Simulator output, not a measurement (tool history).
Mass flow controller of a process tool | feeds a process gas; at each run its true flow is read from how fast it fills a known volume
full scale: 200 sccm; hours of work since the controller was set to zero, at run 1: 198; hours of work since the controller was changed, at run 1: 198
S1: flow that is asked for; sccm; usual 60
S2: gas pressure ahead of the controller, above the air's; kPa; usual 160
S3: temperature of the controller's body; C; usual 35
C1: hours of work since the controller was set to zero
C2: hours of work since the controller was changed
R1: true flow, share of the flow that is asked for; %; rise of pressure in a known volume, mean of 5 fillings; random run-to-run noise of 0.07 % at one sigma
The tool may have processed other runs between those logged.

run 1 hour=0.0 | S1=60 S2=160 S3=35 | C1=198 C2=198 | R1=99.27
run 2 hour=82.4 | S1=25 S2=160 S3=35 | C1=257 C2=257 | R1=98.50
run 3 hour=137.9 | S1=25 S2=160 S3=35 | C1=297 C2=297 | R1=98.47
run 4 hour=235.8 | S1=25 S2=160 S3=35 | C1=367 C2=367 | R1=98.39
run 5 hour=318.3 | S1=25 S2=160 S3=35 | C1=426 C2=426 | R1=98.27
run 6 hour=398.0 | S1=25 S2=160 S3=35 | C1=483 C2=483 | R1=98.11
run 7 hour=463.4 | S1=58 S2=160 S3=35 | C1=530 C2=530 | R1=98.60
run 8 hour=537.2 | S1=60 S2=160 S3=35 | C1=583 C2=583 | R1=98.53
run 9 hour=586.2 | S1=60 S2=160 S3=35 | C1=618 C2=618 | R1=98.66
run 10 hour=643.5 | S1=60 S2=160 S3=35 | C1=659 C2=659 | R1=98.36
run 11 hour=717.5 | S1=76 S2=271 S3=35 | C1=712 C2=712 | R1=98.22
run 12 hour=801.3 | S1=29 S2=271 S3=24 | C1=772 C2=772 | R1=96.14
run 13 hour=887.9 | S1=29 S2=193 S3=32 | C1=834 C2=834 | R1=97.40
run 14 hour=987.1 | S1=134 S2=228 S3=35 | C1=906 C2=906 | R1=98.79
run 15 hour=1086.1 | S1=115 S2=160 S3=35 | C1=977 C2=977 | R1=98.67
run 16 hour=1151.8 | S1=115 S2=152 S3=35 | C1=1024 C2=1024 | R1=98.66
-- hour=1186.2 gauge calibrated
run 17 hour=1250.4 | S1=115 S2=152 S3=35 | C1=1094 C2=1094 | R1=100.00
run 18 hour=1341.7 | S1=134 S2=186 S3=24 | C1=1160 C2=1160 | R1=98.69
run 19 hour=1414.5 | S1=134 S2=186 S3=24 | C1=1212 C2=1212 | R1=98.82

Each row is a separate what-if for the run after 19, all from the same tool condition, not one after another. Results?
run A hour=1508.3 | S1=58 S2=191 S3=32 | C1=1279 C2=1279 | R1=?
run B hour=1508.3 | S1=42 S2=174 S3=23 | C1=1279 C2=1279 | R1=?
run C hour=1508.3 | S1=68 S2=197 S3=35 | C1=1279 C2=1279 | R1=?

run=A R1=98.48
run=B R1=97.16
run=C R1=98.82
With the hidden condition removed and each run's random variation left untouched, the same runs would have given:
run=A R1=98.87
run=B R1=97.54
run=C R1=99.21

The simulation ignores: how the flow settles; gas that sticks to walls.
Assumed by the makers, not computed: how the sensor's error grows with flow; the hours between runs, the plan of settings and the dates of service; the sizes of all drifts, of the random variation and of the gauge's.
